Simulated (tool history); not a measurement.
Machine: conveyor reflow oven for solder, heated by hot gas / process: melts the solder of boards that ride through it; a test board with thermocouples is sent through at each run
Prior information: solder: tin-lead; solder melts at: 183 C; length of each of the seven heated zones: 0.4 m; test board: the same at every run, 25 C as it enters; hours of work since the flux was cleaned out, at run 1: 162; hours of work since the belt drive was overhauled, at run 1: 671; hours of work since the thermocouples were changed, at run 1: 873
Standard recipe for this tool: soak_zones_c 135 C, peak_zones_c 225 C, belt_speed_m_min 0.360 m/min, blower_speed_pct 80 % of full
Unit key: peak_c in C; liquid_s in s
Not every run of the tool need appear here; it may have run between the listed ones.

run	day	soak_zones_c	peak_zones_c	belt_speed_m_min	blower_speed_pct	hours of work since the flux was cleaned out	hours of work since the belt drive was overhauled	hours of work since the thermocouples were changed	peak_c	liquid_s
1	0.000	135	225	0.360	80	162	671	873	213.2	96.9
2	0.871	135	225	0.360	80	174	682	884	213.5	96.4
3	2.333	141	225	0.360	80	193	702	904	213.8	100.9
4	4.146	135	225	0.360	80	218	726	928	212.9	95.6
# day 4.738: thermocouples of zones 6 and 7 changed
5	5.900	135	225	0.360	80	240	748	16	214.0	97.4
6	7.196	135	225	0.360	80	257	766	33	213.9	96.9
# day 8.004: flux residue cleaned out of gas plates and filters
7	9.000	135	225	0.360	80	13	787	54	215.4	100.3
8	10.300	135	225	0.360	80	31	805	72	215.8	99.7
9	11.254	135	225	0.360	80	44	817	84	214.8	99.7
10	12.450	135	225	0.360	80	60	833	100	214.9	99.0
11	14.238	135	225	0.360	80	83	857	124	214.4	99.6
12	15.158	135	231	0.360	80	96	870	137	220.1	105.6
13	16.871	135	225	0.360	80	119	893	160	214.5	98.6
14	18.492	135	225	0.360	80	140	914	181	214.4	98.1
15	20.292	135	225	0.360	80	165	938	205	214.5	98.0
16	21.462	135	225	0.360	80	180	954	221	214.3	97.8
17	23.229	135	236	0.360	80	204	978	245	223.6	108.6
18	25.054	123	234	0.360	68	228	1002	269	217.7	95.0
19	26.217	140	223	0.410	77	244	1018	285	208.4	79.1
20	27.188	140	223	0.410	77	257	1031	298	208.8	78.5
# day 28.038: flux residue cleaned out of gas plates and filters
21	28.358	141	225	0.360	63	4	1044	311	213.3	99.5
22	29.988	140	215	0.425	59	26	1065	332	198.9	56.7
23	30.858	137	215	0.349	59	38	1077	344	203.1	82.4
24	32.471	125	225	0.305	80	59	1099	366	217.0	118.7
25	33.329	125	225	0.305	80	71	1110	377	216.9	118.2
26	34.617	128	218	0.300	51	88	1127	394	206.1	98.3
# day 35.504: belt drive overhauled, speed set with a stopwatch
27	36.342	135	226	0.360	80	109	11	415	215.0	98.4
28	37.267	135	226	0.360	80	121	24	428	214.7	98.0
29	38.129	135	226	0.360	80	133	35	439	214.9	97.3
30	39.533	135	226	0.360	80	152	54	458	214.1	97.9
31	40.767	135	226	0.360	80	168	70	475	214.4	97.3

Predict each of these 3 candidate next runs independently; none follows another, all start after run 31:
A	42.254	130	225	0.348	82	188	90	494	?	?
B	42.254	135	228	0.360	50	188	90	494	?	?
C	42.254	135	218	0.360	62	188	90	494	?	?

run	peak_c	liquid_s
A	213.7	97.4
B	209.7	87.0
C	204.2	78.3
Without the tool's hidden state the same runs would have given:
run	peak_c	liquid_s
A	215.9	101.2
B	211.7	90.8
C	206.3	83.1
